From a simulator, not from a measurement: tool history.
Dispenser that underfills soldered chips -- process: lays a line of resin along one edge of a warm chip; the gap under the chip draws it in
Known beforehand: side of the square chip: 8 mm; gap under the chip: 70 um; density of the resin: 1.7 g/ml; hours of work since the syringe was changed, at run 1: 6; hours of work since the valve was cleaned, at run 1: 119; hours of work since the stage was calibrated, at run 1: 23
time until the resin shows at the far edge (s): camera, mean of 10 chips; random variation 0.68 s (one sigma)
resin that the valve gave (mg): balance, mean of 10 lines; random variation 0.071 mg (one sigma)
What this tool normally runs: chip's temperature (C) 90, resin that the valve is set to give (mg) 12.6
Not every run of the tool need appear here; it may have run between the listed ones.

run,day,chip's temperature (C),resin that the valve is set to give (mg),hours of work since the syringe was changed,hours of work since the valve was cleaned,hours of work since the stage was calibrated,time until the resin shows at the far edge (s),resin that the valve gave (mg)
1,0.000,90,12.6,6,119,23,108.7,11.77
# day 0.104: new syringe of resin
# day 0.146: dispensing valve cleaned and set on the balance
2,0.300,90,12.6,2,2,26,76.2,12.63
3,0.488,90,12.6,5,5,29,94.9,12.55
# day 0.667: new syringe of resin
4,0.767,90,12.6,2,9,33,68.7,12.54
5,1.067,90,12.6,6,14,38,100.6,12.54
# day 1.200: new syringe of resin
6,1.375,90,12.6,3,18,42,76.9,12.54
7,1.542,102,13.0,5,21,45,64.8,12.95
# day 1.738: new syringe of resin
8,1.796,102,13.0,1,24,48,44.1,12.88
9,2.138,102,13.0,6,29,53,68.4,12.70
# day 2.254: new syringe of resin
10,2.367,76,13.9,2,32,57,113.1,13.49
11,2.650,76,13.9,6,37,61,161.9,13.54

Each row is a separate what-if for the run after 11, all from the same tool condition, not one after another. Results?
# day 2.788: new syringe of resin
A,2.962,95,12.6,3,41,65,?,?
# day 2.788: new syringe of resin
B,2.962,79,13.6,3,41,65,?,?
# day 2.788: new syringe of resin
C,2.962,95,15.4,3,41,65,?,?
# day 2.788: new syringe of resin
D,2.962,97,15.8,3,41,65,?,?
# day 2.788: new syringe of resin
E,2.962,90,14.4,3,41,65,?,?

run,time until the resin shows at the far edge (s),resin that the valve gave (mg)
A,64.6,12.29
B,110.0,13.14
C,62.5,14.96
D,59.8,15.51
E,75.3,14.04
With no hidden state in the tool, these same runs would have given:
run,time until the resin shows at the far edge (s),resin that the valve gave (mg)
A,52.5,12.60
B,89.3,13.47
C,50.7,15.33
D,48.6,15.90
E,61.2,14.39

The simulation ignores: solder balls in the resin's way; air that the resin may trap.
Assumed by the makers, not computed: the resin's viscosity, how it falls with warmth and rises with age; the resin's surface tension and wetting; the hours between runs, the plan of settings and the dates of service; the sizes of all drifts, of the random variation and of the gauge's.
